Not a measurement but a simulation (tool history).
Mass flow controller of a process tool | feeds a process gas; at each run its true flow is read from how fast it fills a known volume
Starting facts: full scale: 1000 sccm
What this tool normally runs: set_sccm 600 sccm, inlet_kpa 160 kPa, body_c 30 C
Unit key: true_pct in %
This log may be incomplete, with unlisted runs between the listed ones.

run    hour  set_sccm  inlet_kpa  body_c  true_pct
  1       0       600        160      30     99.56
  2   112.7       600        160      30      99.6
  3   287.8       600        160      30     99.69
  4     371       600        160      30     99.57
  5   472.2       600        160      30     99.58
  6   620.9       600        160      30      99.6
  7   775.8       600        160      30     99.61
  8   892.9       600        160      30      99.7
  9   983.9       600        160      30     99.66
 10  1178.9       600        152      20     99.12
 11  1316.7       600        152      20     99.27
     1333.4  -- controller's zero set anew
 12  1444.6       600        143      34     99.89
 13  1637.3       149        251      20    102.34
 14  1752.3       364        160      39    100.47
 15    1898       191        189      39    101.92
       1923  -- controller's zero set anew, once more
 16  2055.7       366        189      37     99.12
 17  2241.6       387        144      28     98.57

Each row is a separate what-if for the run after 17, all from the same tool condition, not one after another. Results?
  A  2426.4       954        189      25         ?
  B  2426.4       673        187      29         ?
  C  2426.4       600        160      27         ?

run  true_pct
  A     99.72
  B     99.34
  C     99.02
Take away the tool's hidden state, keep each run's random variation, and the runs would have read:
run  true_pct
  A    100.01
  B     99.57
  C     99.23
